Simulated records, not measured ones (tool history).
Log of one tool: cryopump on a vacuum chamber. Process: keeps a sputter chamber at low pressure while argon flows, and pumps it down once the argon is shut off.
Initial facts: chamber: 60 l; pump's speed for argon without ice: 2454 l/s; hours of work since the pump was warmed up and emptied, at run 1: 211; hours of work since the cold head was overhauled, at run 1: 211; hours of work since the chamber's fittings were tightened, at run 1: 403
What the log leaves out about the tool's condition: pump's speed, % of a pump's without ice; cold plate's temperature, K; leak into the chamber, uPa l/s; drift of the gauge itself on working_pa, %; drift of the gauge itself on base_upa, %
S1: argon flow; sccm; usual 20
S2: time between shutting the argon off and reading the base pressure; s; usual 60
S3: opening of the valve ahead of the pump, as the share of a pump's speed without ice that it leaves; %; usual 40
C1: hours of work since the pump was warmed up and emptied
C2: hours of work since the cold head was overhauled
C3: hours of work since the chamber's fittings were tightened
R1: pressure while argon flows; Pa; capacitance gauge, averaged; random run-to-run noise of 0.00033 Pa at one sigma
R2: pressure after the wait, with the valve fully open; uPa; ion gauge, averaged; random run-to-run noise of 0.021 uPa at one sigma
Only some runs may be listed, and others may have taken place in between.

run	day	S1	S2	S3	C1	C2	C3	R1	R2
1	0.000	20	60	40	211	211	403	0.0352	0.85
2	0.725	20	60	40	220	220	411	0.0356	0.84
3	1.746	20	60	40	233	233	424	0.0356	0.87
4	2.358	20	60	40	240	240	432	0.0357	0.89
5	2.858	20	60	40	246	246	438	0.0348	0.89
6	3.396	8	60	40	253	253	444	0.0138	0.86
7	3.967	8	60	40	260	260	451	0.0141	0.88
8	5.021	20	60	35	273	273	464	0.0403	0.91
9	5.858	20	60	35	283	283	475	0.0406	0.95
10	6.321	20	60	35	289	289	480	0.0405	0.94
11	6.983	20	60	35	297	297	488	0.0403	0.96
12	7.617	20	60	40	305	305	496	0.0359	0.98
13	8.308	20	60	40	313	313	505	0.0355	0.99
14	9.229	20	60	40	325	325	516	0.0355	0.99
15	9.671	20	60	40	330	330	521	0.0357	0.97
16	10.342	20	60	40	338	338	530	0.0354	0.96
17	10.912	20	60	40	345	345	537	0.0359	0.98
18	11.367	10	46	40	351	351	542	0.0176	1.09
19	11.904	27	83	18	358	358	549	0.1048	0.91
20	12.767	27	83	18	368	368	560	0.1054	0.91
21	13.367	27	83	18	376	376	567	0.1049	0.91
22	14.238	27	83	18	386	386	578	0.1055	0.90
23	14.767	27	83	18	393	393	584	0.1053	0.93
24	15.479	11	60	46	402	402	593	0.0172	1.08
25	16.038	11	60	46	408	408	600	0.0171	1.07
26	17.083	26	89	43	421	421	613	0.0439	1.00
27	17.979	26	89	36	432	432	624	0.0521	0.97
28	18.617	26	89	36	440	440	631	0.0518	0.98
29	19.475	20	60	42	451	451	642	0.0347	1.20
30	19.925	10	135	28	456	456	648	0.0255	0.95
31	20.525	12	193	20	464	464	655	0.0424	0.87
32	21.488	12	25	52	475	475	667	0.0166	1.68
33	22.029	12	25	52	482	482	673	0.0175	1.68
34	23.071	12	108	42	495	495	686	0.0217	1.03

Hidden state or all else? Some run-to-run changes of R1, split into what the settings, what came in and random variation would give without the hidden state, and what is left for the hidden state (with any gauge scatter that isn't in both results):
Run 18 -> 19: S1 10 -> 27, S2 46 -> 83, S3 40 -> 18. R1 +0.0872 Pa: hidden state +0.0011, all else +0.0861.
Run 23 -> 24: S1 27 -> 11, S2 83 -> 60, S3 18 -> 46. R1 -0.0881 Pa: hidden state -0.0012, all else -0.0869.
Run 25 -> 26: S1 11 -> 26, S2 60 -> 89, S3 46 -> 43. R1 +0.0268 Pa: hidden state +0.0012, all else +0.0256.

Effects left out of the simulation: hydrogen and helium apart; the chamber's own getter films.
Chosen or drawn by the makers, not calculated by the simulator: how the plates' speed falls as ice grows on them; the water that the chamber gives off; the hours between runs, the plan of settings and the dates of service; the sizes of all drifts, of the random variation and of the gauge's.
